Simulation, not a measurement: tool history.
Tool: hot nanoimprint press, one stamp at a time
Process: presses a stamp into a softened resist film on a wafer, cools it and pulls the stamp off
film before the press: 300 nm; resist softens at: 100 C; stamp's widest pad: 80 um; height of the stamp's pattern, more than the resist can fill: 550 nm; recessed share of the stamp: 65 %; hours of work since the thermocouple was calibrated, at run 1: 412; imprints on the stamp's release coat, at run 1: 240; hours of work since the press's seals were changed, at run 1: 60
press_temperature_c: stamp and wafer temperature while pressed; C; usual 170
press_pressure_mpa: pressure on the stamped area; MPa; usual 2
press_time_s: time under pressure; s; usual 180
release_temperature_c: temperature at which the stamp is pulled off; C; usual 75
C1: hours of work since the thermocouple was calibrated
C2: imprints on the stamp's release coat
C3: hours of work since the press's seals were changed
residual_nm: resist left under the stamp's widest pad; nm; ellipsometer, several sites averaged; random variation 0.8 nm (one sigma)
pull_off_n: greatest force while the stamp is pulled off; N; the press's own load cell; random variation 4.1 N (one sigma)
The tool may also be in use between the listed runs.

run 1 hour=0 | press_temperature_c=170 press_pressure_mpa=2 press_time_s=180 release_temperature_c=75 | C1=412 C2=240 C3=60 | residual_nm=178.2 pull_off_n=208
run 2 hour=5.6 | press_temperature_c=170 press_pressure_mpa=2 press_time_s=180 release_temperature_c=75 | C1=415 C2=258 C3=64 | residual_nm=178.5 pull_off_n=209
run 3 hour=15.2 | press_temperature_c=170 press_pressure_mpa=2 press_time_s=180 release_temperature_c=75 | C1=421 C2=289 C3=70 | residual_nm=178.5 pull_off_n=221
run 4 hour=22.5 | press_temperature_c=170 press_pressure_mpa=2 press_time_s=180 release_temperature_c=75 | C1=426 C2=312 C3=74 | residual_nm=179.3 pull_off_n=223
run 5 hour=34 | press_temperature_c=170 press_pressure_mpa=2 press_time_s=180 release_temperature_c=75 | C1=433 C2=349 C3=81 | residual_nm=179.3 pull_off_n=223
run 6 hour=44.4 | press_temperature_c=170 press_pressure_mpa=2 press_time_s=180 release_temperature_c=75 | C1=439 C2=382 C3=88 | residual_nm=179.6 pull_off_n=216
run 7 hour=55.1 | press_temperature_c=170 press_pressure_mpa=2 press_time_s=180 release_temperature_c=75 | C1=446 C2=417 C3=94 | residual_nm=179.6 pull_off_n=217
run 8 hour=63.2 | press_temperature_c=161 press_pressure_mpa=2 press_time_s=180 release_temperature_c=75 | C1=451 C2=443 C3=99 | residual_nm=215.9 pull_off_n=234
run 9 hour=75 | press_temperature_c=161 press_pressure_mpa=2 press_time_s=180 release_temperature_c=75 | C1=458 C2=481 C3=106 | residual_nm=215.3 pull_off_n=234
run 10 hour=87.1 | press_temperature_c=168 press_pressure_mpa=2 press_time_s=180 release_temperature_c=75 | C1=465 C2=520 C3=114 | residual_nm=185.2 pull_off_n=230
run 11 hour=94.2 | press_temperature_c=170 press_pressure_mpa=2 press_time_s=180 release_temperature_c=75 | C1=470 C2=543 C3=118 | residual_nm=178.3 pull_off_n=231
run 12 hour=101.4 | press_temperature_c=170 press_pressure_mpa=2 press_time_s=180 release_temperature_c=75 | C1=474 C2=566 C3=122 | residual_nm=178.2 pull_off_n=224
run 13 hour=110.6 | press_temperature_c=170 press_pressure_mpa=2 press_time_s=180 release_temperature_c=75 | C1=480 C2=595 C3=128 | residual_nm=178.5 pull_off_n=225
run 14 hour=121.3 | press_temperature_c=170 press_pressure_mpa=2 press_time_s=180 release_temperature_c=75 | C1=486 C2=630 C3=135 | residual_nm=179 pull_off_n=228
-- hour=133.4 plate thermocouple calibrated
run 15 hour=136.1 | press_temperature_c=170 press_pressure_mpa=2 press_time_s=180 release_temperature_c=75 | C1=2 C2=668 C3=142 | residual_nm=180.8 pull_off_n=245
run 16 hour=145.8 | press_temperature_c=171 press_pressure_mpa=1.93 press_time_s=302 release_temperature_c=63 | C1=8 C2=699 C3=148 | residual_nm=153.9 pull_off_n=286
run 17 hour=156.2 | press_temperature_c=171 press_pressure_mpa=1.93 press_time_s=302 release_temperature_c=63 | C1=14 C2=732 C3=154 | residual_nm=154.9 pull_off_n=287
run 18 hour=165.4 | press_temperature_c=170 press_pressure_mpa=2 press_time_s=180 release_temperature_c=76 | C1=20 C2=762 C3=160 | residual_nm=182.2 pull_off_n=244
run 19 hour=172.2 | press_temperature_c=170 press_pressure_mpa=2.27 press_time_s=180 release_temperature_c=75 | C1=24 C2=784 C3=164 | residual_nm=170.4 pull_off_n=233
run 20 hour=182 | press_temperature_c=170 press_pressure_mpa=2.27 press_time_s=180 release_temperature_c=75 | C1=30 C2=815 C3=170 | residual_nm=170.8 pull_off_n=245

Forecast run 21:
run 21 hour=192.8 | press_temperature_c=170 press_pressure_mpa=2.27 press_time_s=180 release_temperature_c=75 | C1=36 C2=850 C3=176 | residual_nm=? pull_off_n=?

{"run 21": {"residual_nm": 171.4, "pull_off_n": 243}}
Without the tool's hidden state the same run would have given residual_nm 170 nm, pull_off_n 194 N.
